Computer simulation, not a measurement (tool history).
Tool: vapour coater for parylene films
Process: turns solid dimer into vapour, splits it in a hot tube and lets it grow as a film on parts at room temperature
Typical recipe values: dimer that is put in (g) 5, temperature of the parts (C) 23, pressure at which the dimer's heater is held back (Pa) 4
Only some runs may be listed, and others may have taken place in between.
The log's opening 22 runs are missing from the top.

| run | hour | dimer that is put in (g) | temperature of the parts (C) | pressure at which the dimer's heater is held back (Pa) | thickness of the film (µm) |
|---|---|---|---|---|---|
| 23 | 1168.9 | 5 | 23 | 4 | 3.06 |
| 24 | 1253.3 | 3 | 23 | 3.55 | 1.88 |
|  | 1297.6 | trap's valve overhauled |
| 25 | 1320 | 2 | 18 | 9.18 | 1.29 |
| 26 | 1370.3 | 2 | 32 | 10.53 | 0.76 |
| 27 | 1413.9 | 2 | 32 | 10.53 | 0.77 |
| 28 | 1478.9 | 8 | 17 | 11.57 | 5.22 |
| 29 | 1536 | 4 | 23 | 4 | 2.47 |
| 30 | 1588.2 | 3 | 16 | 3 | 2.25 |
| 31 | 1627.1 | 3 | 17 | 3 | 2.27 |
| 32 | 1709.7 | 2 | 17 | 3 | 1.52 |
| 33 | 1745.6 | 2 | 17 | 3 | 1.51 |
|  | 1816.8 | trap's valve overhauled |
| 34 | 1825.4 | 5 | 23 | 2.37 | 3.37 |
| 35 | 1892.3 | 5 | 35 | 7.83 | 1.81 |
| 36 | 1958.6 | 5 | 35 | 7.83 | 1.8 |
| 37 | 1994.6 | 5 | 35 | 6.81 | 1.84 |
| 38 | 2034.2 | 5 | 21 | 4.83 | 3.25 |
| 39 | 2089.1 | 2 | 17 | 4.83 | 1.52 |
| 40 | 2155.1 | 2 | 23 | 5.96 | 1.17 |
| 41 | 2232.3 | 7 | 23 | 4 | 4.39 |
| 42 | 2314.7 | 5 | 23 | 6.46 | 2.88 |
|  | 2332.4 | trap's valve overhauled |
| 43 | 2359.5 | 5 | 23 | 3.06 | 3.26 |
| 44 | 2397.9 | 3 | 17 | 6.88 | 2.15 |
| 45 | 2449.4 | 3 | 17 | 6.88 | 2.16 |
| 46 | 2498.7 | 3 | 17 | 6.88 | 2.16 |

Forecast each of these 3 alternatives for the next run:
|  | 2519.1 | gauge calibrated |
| A | 2547.8 | 5 | 23 | 4 | ? |
|  | 2519.1 | gauge calibrated |
| B | 2547.8 | 3 | 23 | 4 | ? |
|  | 2519.1 | gauge calibrated |
| C | 2547.8 | 5 | 24 | 3.85 | ? |

| run | thickness of the film (µm) |
|---|---|
| A | 3.01 |
| B | 1.81 |
| C | 2.93 |
Take away the tool's hidden state, keep each run's random variation, and the runs would have read:
| run | thickness of the film (µm) |
|---|---|
| A | 3.01 |
| B | 1.81 |
| C | 2.93 |

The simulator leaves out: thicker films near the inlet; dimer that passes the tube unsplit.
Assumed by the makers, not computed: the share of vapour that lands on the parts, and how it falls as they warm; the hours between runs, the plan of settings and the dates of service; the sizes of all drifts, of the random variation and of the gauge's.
